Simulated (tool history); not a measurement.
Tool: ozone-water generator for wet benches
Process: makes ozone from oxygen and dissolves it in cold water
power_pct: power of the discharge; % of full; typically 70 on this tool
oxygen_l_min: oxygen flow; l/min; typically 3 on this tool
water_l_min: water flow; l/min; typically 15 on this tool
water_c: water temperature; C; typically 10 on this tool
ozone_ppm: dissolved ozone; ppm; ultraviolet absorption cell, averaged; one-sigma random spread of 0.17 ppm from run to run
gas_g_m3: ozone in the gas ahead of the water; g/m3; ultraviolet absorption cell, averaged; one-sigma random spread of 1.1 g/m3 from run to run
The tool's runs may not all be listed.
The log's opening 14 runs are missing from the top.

run	hour	power_pct	oxygen_l_min	water_l_min	water_c	ozone_ppm	gas_g_m3
15	300.3	70	3	15	10	21.6	193.3
16	315.4	70	3	16	10	20.8	193.7
17	339.1	62	5.02	9	12	28.9	143.4
18	353.3	80	1.66	10	8	28.5	275.5
19	367	51	1.92	13	9	18.5	198.5
20	395.1	57	1.92	13	9	19.5	209.4
# hour 401.5: contactor cleaned
21	415.6	57	3.01	13	9	21.4	174
22	443	57	3.01	13	9	21.5	172.7
# hour 452.5: contactor cleaned, once more
23	476.1	85	4.57	22	15	18.5	178.4
24	490	85	4.57	22	15	18.6	178.1
25	519.3	84	4.57	11	14	30.1	175.1
26	540.2	84	4.57	11	14	29.9	175.6
27	562.8	70	2.66	15	9	21.4	202.4
28	589.7	70	2.69	11	10	27.1	203.7
29	619.9	70	2.69	11	10	27.2	204.1
30	645.1	70	2.69	11	10	27.3	202.4
31	659.2	70	2.69	11	10	27.1	202
32	683.9	47	4.59	12	10	21.4	126.1

Alternative continuations, all from the tool just after run 32; predict every row:
A	714.7	62	3	9	10	?	?
B	714.7	70	3	16	10	?	?
C	714.7	50	3	17	9	?	?
D	714.7	47	1.81	12	5	?	?
E	714.7	47	2.01	12	10	?	?

run	ozone_ppm	gas_g_m3
A	29.2	178.7
B	20.9	192.8
C	16.4	157.3
D	19.3	193.7
E	18.9	183.8
With the hidden condition removed and each run's random variation left untouched, the same runs would have given:
run	ozone_ppm	gas_g_m3
A	30.9	186.9
B	22.1	202.3
C	17.2	163.5
D	20.2	201
E	19.7	190.8

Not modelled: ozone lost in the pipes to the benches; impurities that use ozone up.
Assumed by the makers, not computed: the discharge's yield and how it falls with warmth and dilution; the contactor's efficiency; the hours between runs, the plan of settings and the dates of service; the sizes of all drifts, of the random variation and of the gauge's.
